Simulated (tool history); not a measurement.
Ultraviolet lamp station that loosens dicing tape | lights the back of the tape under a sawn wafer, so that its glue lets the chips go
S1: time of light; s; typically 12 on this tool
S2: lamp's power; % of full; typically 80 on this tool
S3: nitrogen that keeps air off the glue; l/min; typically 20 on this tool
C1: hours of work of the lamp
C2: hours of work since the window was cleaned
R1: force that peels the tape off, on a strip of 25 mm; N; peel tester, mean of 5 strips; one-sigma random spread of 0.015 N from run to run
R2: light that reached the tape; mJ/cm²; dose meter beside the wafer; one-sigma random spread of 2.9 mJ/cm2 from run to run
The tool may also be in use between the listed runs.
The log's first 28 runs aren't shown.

Run 29, hour 157.8: usual settings but S1 18 s, S2 83 % of full; C1 263; C2 29. Result: R1 0.349 N, R2 586 mJ/cm².
Run 30, hour 166.3: usual settings but S1 18 s, S2 83 % of full; C1 268; C2 34. Result: R1 0.345 N, R2 587 mJ/cm².
Run 31, hour 174.2: usual settings but S2 96 % of full; C1 273; C2 39. Result: R1 0.608 N, R2 449 mJ/cm².
Run 32, hour 178.6: usual settings but S3 18 l/min; C1 276; C2 42. Result: R1 0.936 N, R2 374 mJ/cm².
Run 33, hour 182.3: usual settings but S1 13 s, S3 30 l/min; C1 278; C2 44. Result: R1 0.594 N, R2 402 mJ/cm².
Run 34, hour 190.7: usual settings but S1 13 s, S3 30 l/min; C1 283; C2 49. Result: R1 0.641 N, R2 407 mJ/cm².
Run 35, hour 194.7: usual settings but S3 33 l/min; C1 286; C2 52. Result: R1 0.715 N, R2 373 mJ/cm².
Run 36, hour 200.7: usual settings but S2 76 % of full, S3 6 l/min; C1 290; C2 55. Result: R1 1.668 N, R2 354 mJ/cm².
Run 37, hour 209.6: usual settings but S2 63 % of full, S3 13 l/min; C1 295; C2 61. Result: R1 1.655 N, R2 290 mJ/cm².
Run 38, hour 214: usual settings but S2 79 % of full, S3 36 l/min; C1 298; C2 63. Result: R1 0.753 N, R2 367 mJ/cm².
Run 39, hour 221.3: usual settings but S2 70 % of full; C1 302; C2 68. Result: R1 1.167 N, R2 325 mJ/cm².
Run 40, hour 226.5: usual settings but S2 70 % of full; C1 306; C2 71. Result: R1 1.142 N, R2 319 mJ/cm².
Run 41, hour 234.2: usual settings but S2 71 % of full, S3 13 l/min; C1 310; C2 76. Result: R1 1.358 N, R2 328 mJ/cm².
Run 42, hour 238.6: usual settings but S1 22 s, S2 79 % of full, S3 7 l/min; C1 313; C2 79. Result: R1 0.467 N, R2 668 mJ/cm².
Run 43, hour 243.5: usual settings but S1 14 s, S2 100 % of full, S3 34 l/min; C1 316; C2 82. Result: R1 0.344 N, R2 536 mJ/cm².

Below are 3 alternative next runs, each starting from the tool's condition after run 43. Predict each:
Run A, hour 250.7: usual settings but S1 23 s, S2 89 % of full, S3 7 l/min; C1 320; C2 86. Result: R1 ?, R2 ?.
Run B, hour 250.7: usual settings but S2 69 % of full, S3 36 l/min; C1 320; C2 86. Result: R1 ?, R2 ?.
Run C, hour 250.7: usual settings but S1 24 s, S2 100 % of full, S3 7 l/min; C1 320; C2 86. Result: R1 ?, R2 ?.

run     R1   R2
  A  0.338  775
  B  0.933  321
  C  0.264  918
Without the tool's hidden state the same runs would have given:
run     R1    R2
  A  0.266   871
  B  0.746   361
  C  0.218  1032

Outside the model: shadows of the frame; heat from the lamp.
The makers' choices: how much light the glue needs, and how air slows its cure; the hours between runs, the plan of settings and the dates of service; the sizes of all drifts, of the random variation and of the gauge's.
